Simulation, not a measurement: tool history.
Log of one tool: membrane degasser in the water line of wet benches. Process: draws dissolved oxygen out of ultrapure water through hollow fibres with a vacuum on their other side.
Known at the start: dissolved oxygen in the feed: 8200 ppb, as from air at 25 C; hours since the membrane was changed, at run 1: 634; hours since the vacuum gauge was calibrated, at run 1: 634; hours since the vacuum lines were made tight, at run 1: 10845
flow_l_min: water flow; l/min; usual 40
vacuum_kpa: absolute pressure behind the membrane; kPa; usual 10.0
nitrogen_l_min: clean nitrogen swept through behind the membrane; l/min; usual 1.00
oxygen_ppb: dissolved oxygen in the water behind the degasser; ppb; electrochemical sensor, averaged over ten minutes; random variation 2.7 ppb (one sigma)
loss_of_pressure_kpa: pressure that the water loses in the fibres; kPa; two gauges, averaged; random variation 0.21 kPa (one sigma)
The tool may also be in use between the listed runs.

run	day	flow_l_min	vacuum_kpa	nitrogen_l_min	hours since the membrane was changed	hours since the vacuum gauge was calibrated	hours since the vacuum lines were made tight	oxygen_ppb	loss_of_pressure_kpa
1	0.000	40	10.0	1.00	634	634	10845	548.1	50.45
2	2.138	40	10.0	2.34	685	685	10896	290.4	50.18
3	3.421	40	10.0	0.72	716	716	10927	690.8	50.28
4	4.946	40	10.0	0.72	753	753	10964	696.0	50.63
5	6.917	40	10.0	0.72	800	800	11011	687.1	50.40
6	9.075	48	10.0	1.00	852	852	11063	645.9	59.99
7	11.054	48	10.0	1.44	899	899	11110	503.9	60.05
8	12.804	35	10.0	1.00	941	941	11152	493.6	43.89
9	14.092	53	10.0	1.00	972	972	11183	698.8	66.76
10	15.500	40	10.0	1.00	1006	1006	11217	553.1	50.29
11	17.196	40	10.0	1.00	1047	1047	11258	550.0	50.40
12	18.592	34	10.0	1.00	1080	1080	11291	481.1	42.78
13	20.571	34	15.2	1.00	1128	1128	11339	798.8	42.66
14	22.383	40	10.0	2.51	1171	1171	11382	276.0	50.23
15	24.592	37	10.0	1.00	1224	1224	11435	517.2	46.63
16	26.717	37	10.0	1.00	1275	1275	11486	516.4	46.62
17	28.333	37	10.0	1.00	1314	1314	11525	515.2	46.36
18	30.396	31	11.1	1.00	1364	1364	11575	508.3	38.91
19	33.238	31	11.1	1.00	1432	1432	11643	506.1	38.90
20	34.900	40	6.2	0.73	1472	1472	11683	336.5	50.55
21	36.192	29	10.3	1.00	1503	1503	11714	434.6	36.60
22	38.167	29	7.0	1.00	1550	1550	11761	245.6	36.32
23	40.092	31	14.3	1.00	1596	1596	11807	697.0	39.28
24	41.471	52	10.0	1.00	1629	1629	11840	692.3	66.12
25	42.775	29	10.0	1.00	1661	1661	11872	415.1	36.77
26	45.283	51	10.0	1.00	1721	1721	11932	683.4	64.19
27	47.000	28	6.3	0.65	1762	1762	11973	274.9	35.21
# day 48.667: seals of the vacuum lines changed
28	49.533	28	6.3	0.65	1821	1821	21	274.4	35.39
29	50.758	60	19.8	0.79	1850	1850	50	1886.9	75.78
30	52.358	40	7.5	1.00	1889	1889	89	373.6	50.34
31	54.375	40	10.0	2.06	1937	1937	137	325.2	50.83
32	56.779	40	10.0	0.60	1995	1995	195	780.8	50.67

Measured less the same run without the tool's hidden state. The same run-to-run variation is in both; the gauge's scatter may not be:
The hidden state here: membrane still open, %; true pressure behind the membrane over the reading, kPa; air that leaks in behind the membrane, l/min; drift of the gauge itself on oxygen_ppb, %; drift of the gauge itself on loss_of_pressure_kpa, %.
run	oxygen_ppb	loss_of_pressure_kpa
1	+4.3	+0.11
2	+3.2	+0.11
3	+4.4	+0.12
4	+4.5	+0.13
5	+4.5	+0.13
6	+5.1	+0.17
7	+4.8	+0.18
8	+4.8	+0.13
9	+5.5	+0.22
10	+5.1	+0.17
11	+5.1	+0.18
12	+4.9	+0.16
13	+5.5	+0.16
14	+3.9	+0.20
15	+5.4	+0.19
16	+5.4	+0.20
17	+5.5	+0.21
18	+5.4	+0.18
19	+5.5	+0.19
20	+6.9	+0.25
21	+5.4	+0.19
22	+5.1	+0.19
23	+6.2	+0.21
24	+7.2	+0.37
25	+5.6	+0.21
26	+7.4	+0.37
27	+6.3	+0.21
28	+6.5	+0.22
29	+8.3	+0.48
30	+6.8	+0.33
31	+4.4	+0.34
32	+8.9	+0.35

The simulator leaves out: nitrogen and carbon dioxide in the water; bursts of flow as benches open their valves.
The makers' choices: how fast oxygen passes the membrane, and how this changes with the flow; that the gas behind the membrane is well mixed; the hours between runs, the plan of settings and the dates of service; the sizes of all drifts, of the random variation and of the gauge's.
